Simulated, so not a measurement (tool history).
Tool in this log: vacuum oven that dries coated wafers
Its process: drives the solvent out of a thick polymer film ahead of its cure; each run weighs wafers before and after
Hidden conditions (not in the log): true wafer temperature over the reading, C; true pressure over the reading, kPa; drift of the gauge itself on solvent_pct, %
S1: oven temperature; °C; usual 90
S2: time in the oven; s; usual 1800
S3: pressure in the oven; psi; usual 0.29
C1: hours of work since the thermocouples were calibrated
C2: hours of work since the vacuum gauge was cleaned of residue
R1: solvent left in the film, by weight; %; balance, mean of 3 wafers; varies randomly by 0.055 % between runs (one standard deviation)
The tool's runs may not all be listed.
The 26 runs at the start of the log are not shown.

run,day,S1,S2,S3,C1,C2,R1
27,10.062,92,1800,0.29,855,250,1.71
28,10.408,104,1260,0.979,861,256,1.49
29,10.762,104,1260,0.979,867,262,1.55
30,11.104,93,1200,0.487,872,268,3.17
31,11.533,83,2400,0.21,879,275,2.4
32,11.821,92,1800,0.29,884,280,1.53
33,12.188,90,1800,0.158,890,286,1.66
34,12.454,104,1620,0.667,895,290,0.91
35,12.75,90,1740,0.653,900,295,2.59

Run 36 comes next. What will it give?
36,12.967,90,1740,0.653,903,299,?

Run 36 came out at R1 2.63 %.
The same run, on a tool lacking any hidden state, would have yielded R1 3.03 %.
